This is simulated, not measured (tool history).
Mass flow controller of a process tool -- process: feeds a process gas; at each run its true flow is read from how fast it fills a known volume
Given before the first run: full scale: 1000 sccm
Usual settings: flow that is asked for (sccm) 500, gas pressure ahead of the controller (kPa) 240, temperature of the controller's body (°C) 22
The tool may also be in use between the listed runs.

run,hour,flow that is asked for (sccm),gas pressure ahead of the controller (kPa),temperature of the controller's body (°C),true flow (%)
1,0,500,240,22,99.37
2,185.5,500,240,22,99.5
3,578.5,500,240,22,99.11
4,989.6,500,240,22,99.16
5,1273.2,500,163,22,99.44
6,1571.1,500,240,22,98.9
7,1819.4,500,240,22,98.81
8,2101.8,500,240,22,98.77
9,2323.2,500,240,22,98.52
10,2507.7,500,240,22,98.57
11,2688.4,500,240,22,98.58
12,2946.2,500,240,22,98.32
13,3158.7,500,240,24,98.42
14,3503,500,240,22,98.29
15,3832,500,240,22,98.19
16,4140.6,500,240,22,98.06
17,4418.3,500,240,22,97.82
18,4659.6,500,240,22,97.88
19,4926.1,500,240,22,97.84
20,5150.9,500,150,22,98.17
21,5489.2,500,240,35,98.25
# hour 5654.6: gauge calibrated
22,5819.1,536,166,22,99.8
23,6105.2,536,141,22,99.78
24,6497.7,536,141,22,99.63
25,6703.5,146,240,22,98.89
26,7103.1,146,240,22,98.82
27,7338.5,407,166,22,99.14
28,7603.4,500,212,32,99.55
29,7975.9,500,149,37,100.16
30,8254.4,500,149,37,99.91
31,8621.3,500,149,37,99.74
# hour 8953: controller exchanged for a calibrated one
32,9025.1,326,171,21,98.53

Run 33 comes next. What will it give?
33,9278.6,326,171,21,?

true flow (%): 98.29
Minus the tool's unlogged condition, the same run would have read true flow (%) 99.5.
